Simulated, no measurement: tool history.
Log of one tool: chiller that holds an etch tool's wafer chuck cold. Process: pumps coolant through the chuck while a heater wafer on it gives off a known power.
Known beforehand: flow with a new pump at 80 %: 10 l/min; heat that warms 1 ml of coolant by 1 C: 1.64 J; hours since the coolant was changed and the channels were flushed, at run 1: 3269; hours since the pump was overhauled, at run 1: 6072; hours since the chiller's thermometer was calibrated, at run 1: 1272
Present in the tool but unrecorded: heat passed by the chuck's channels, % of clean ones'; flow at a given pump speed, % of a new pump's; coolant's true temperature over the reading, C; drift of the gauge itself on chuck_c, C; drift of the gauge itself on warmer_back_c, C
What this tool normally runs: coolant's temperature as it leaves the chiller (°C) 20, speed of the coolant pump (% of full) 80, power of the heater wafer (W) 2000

run,hour,coolant's temperature as it leaves the chiller (°C),speed of the coolant pump (% of full),power of the heater wafer (W),hours since the coolant was changed and the channels were flushed,hours since the pump was overhauled,hours since the chiller's thermometer was calibrated,chuck's temperature once it has settled (°C),how much warmer the coolant comes back (C)
1,0.0,20,80,2000,3269,6072,1272,38.2,7.33
2,129.8,20,80,1466,3399,6202,1402,33.4,5.30
3,204.3,20,80,1466,3473,6276,1477,33.2,5.32
4,351.4,25,80,1466,3620,6424,1624,38.3,5.42
5,458.5,25,80,1466,3727,6531,1731,38.4,5.36
6,573.6,20,80,2000,3843,6646,1846,38.3,7.34
7,677.7,11,80,2000,3947,6750,1950,29.4,7.32
8,766.7,11,80,2000,4036,6839,2039,29.2,7.31
9,893.9,20,76,2000,4163,6966,2166,39.0,7.72
10,993.3,12,76,2000,4262,7065,2266,31.0,7.73
11,1125.0,12,76,2000,4394,7197,2397,31.0,7.68
12,1197.9,12,76,2000,4467,7270,2470,31.0,7.63
13,1365.8,24,80,2000,4635,7438,2638,42.2,7.29
14,1459.1,20,84,2000,4728,7531,2731,37.6,6.94
15,1618.4,28,84,2000,4887,7691,2891,45.4,6.96
16,1691.5,28,84,2000,4960,7764,2964,45.3,7.02
17,1843.5,28,65,2744,5112,7916,3116,57.5,12.33
18,1929.0,28,65,2744,5198,8001,3201,57.6,12.32
19,2010.1,28,65,2744,5279,8082,3282,57.8,12.28
20,2109.6,28,65,2744,5379,8182,3382,57.6,12.34
21,2194.8,12,82,2418,5464,8267,3467,33.6,8.63
# hour 2311.5: chiller's thermometer calibrated
22,2311.5,11,82,2900,5579,8383,0,37.0,10.33
23,2423.2,20,79,2367,5691,8494,112,41.9,8.77
24,2516.7,12,80,1045,5785,8588,205,21.5,3.87
25,2621.8,17,80,1033,5890,8693,310,26.3,3.76
26,2726.0,21,80,1441,5994,8797,414,33.9,5.29
27,2807.1,26,96,1441,6075,8878,496,37.2,4.36
# hour 2970.5: coolant changed, channels flushed
28,2970.5,26,96,1441,0,9036,653,37.4,4.41
29,3105.6,15,94,1538,135,9171,788,27.3,4.82
30,3214.5,28,80,1449,244,9280,897,41.2,5.32
31,3324.7,28,80,1449,354,9390,1007,41.1,5.28
32,3402.8,28,80,1449,432,9468,1085,41.1,5.21

Forecast each of these 3 alternatives for the next run:
A,3486.5,11,78,2660,516,9552,1169,?,?
B,3486.5,12,78,1664,516,9552,1169,?,?
C,3486.5,28,99,1449,516,9552,1169,?,?

run,chuck's temperature once it has settled (°C),how much warmer the coolant comes back (C)
A,35.8,9.89
B,27.5,6.20
C,39.2,4.27
Had the tool no hidden state, the same runs would have come out as:
run,chuck's temperature once it has settled (°C),how much warmer the coolant comes back (C)
A,35.7,9.88
B,27.5,6.19
C,39.2,4.26
